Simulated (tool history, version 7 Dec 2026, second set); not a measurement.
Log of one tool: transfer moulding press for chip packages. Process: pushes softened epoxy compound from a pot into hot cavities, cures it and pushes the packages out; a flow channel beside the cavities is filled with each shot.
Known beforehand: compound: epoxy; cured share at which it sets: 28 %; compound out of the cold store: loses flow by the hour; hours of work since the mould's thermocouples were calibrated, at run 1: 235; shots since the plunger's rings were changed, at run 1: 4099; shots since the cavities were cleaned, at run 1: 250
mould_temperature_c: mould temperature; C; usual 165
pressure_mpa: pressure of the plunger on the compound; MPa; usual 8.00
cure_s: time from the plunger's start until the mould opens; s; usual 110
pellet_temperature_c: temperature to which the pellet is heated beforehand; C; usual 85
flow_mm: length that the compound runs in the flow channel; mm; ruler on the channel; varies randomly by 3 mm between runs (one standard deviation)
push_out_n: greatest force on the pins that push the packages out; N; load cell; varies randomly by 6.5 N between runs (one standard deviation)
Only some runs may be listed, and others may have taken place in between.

run	hour	mould_temperature_c	pressure_mpa	cure_s	pellet_temperature_c	hours of work since the mould's thermocouples were calibrated	shots since the plunger's rings were changed	shots since the cavities were cleaned	incoming compound's hours out of the cold store	flow_mm	push_out_n
1	0.0	165	8.00	110	85	235	4099	250	35.1	806	361
2	15.4	171	8.00	110	85	241	4218	369	33.3	802	317
3	30.9	171	8.00	110	85	248	4337	488	11.4	962	338
4	47.9	165	8.00	110	85	255	4468	619	15.3	952	456
# hour 66.0: cavities cleaned with cleaning compound and waxed
5	72.1	165	8.00	110	85	265	4642	47	46.4	734	260
6	93.2	165	8.00	110	88	274	4805	210	19.2	918	342
7	117.3	165	8.00	110	88	284	4991	396	14.2	954	409
8	136.6	165	8.00	110	88	292	5139	544	26.7	860	425
9	148.8	165	8.00	110	88	297	5233	638	43.5	745	421
# hour 163.2: cavities cleaned with cleaning compound and waxed
10	176.3	165	8.00	110	85	308	5433	101	9.6	987	311
# hour 203.2: plunger's sealing rings changed
11	203.2	161	8.00	110	85	318	0	289	37.6	827	463
12	222.0	161	8.00	110	85	326	145	434	23.5	922	518
13	246.9	165	9.09	95	85	337	336	625	25.0	960	591
14	260.9	165	8.70	106	85	343	444	733	35.3	861	476
# hour 264.1: cavities cleaned with cleaning compound and waxed
15	277.9	168	8.70	131	85	349	563	107	21.0	959	226
16	299.7	168	8.70	131	85	358	731	275	27.4	908	280
17	316.7	168	8.70	131	85	366	861	405	47.3	766	301
18	339.2	165	8.00	97	77	375	1034	578	41.5	783	541
19	354.3	171	8.00	110	85	381	1151	695	25.6	874	354
# hour 363.3: cavities cleaned with cleaning compound and waxed
20	371.7	165	7.83	110	93	388	1273	65	22.4	903	291
21	390.4	163	7.05	113	85	396	1417	209	15.5	910	392
22	418.8	167	7.54	110	83	408	1635	427	21.2	889	383

Predict each of these 5 candidate next runs independently; none follows another, all start after run 22:
A	448.0	165	8.14	139	89	420	1860	652	24.3	?	?
B	448.0	167	7.54	103	89	420	1860	652	25.7	?	?
C	448.0	167	6.97	110	80	420	1860	652	11.4	?	?
D	448.0	165	6.74	110	85	420	1860	652	37.0	?	?
E	448.0	167	7.54	110	78	420	1860	652	40.8	?	?

run	flow_mm	push_out_n
A	902	349
B	849	423
C	927	423
D	739	441
E	756	384
Take away the tool's hidden state, keep each run's random variation, and the runs would have read:
run	flow_mm	push_out_n
A	912	198
B	858	237
C	937	238
D	747	246
E	764	215

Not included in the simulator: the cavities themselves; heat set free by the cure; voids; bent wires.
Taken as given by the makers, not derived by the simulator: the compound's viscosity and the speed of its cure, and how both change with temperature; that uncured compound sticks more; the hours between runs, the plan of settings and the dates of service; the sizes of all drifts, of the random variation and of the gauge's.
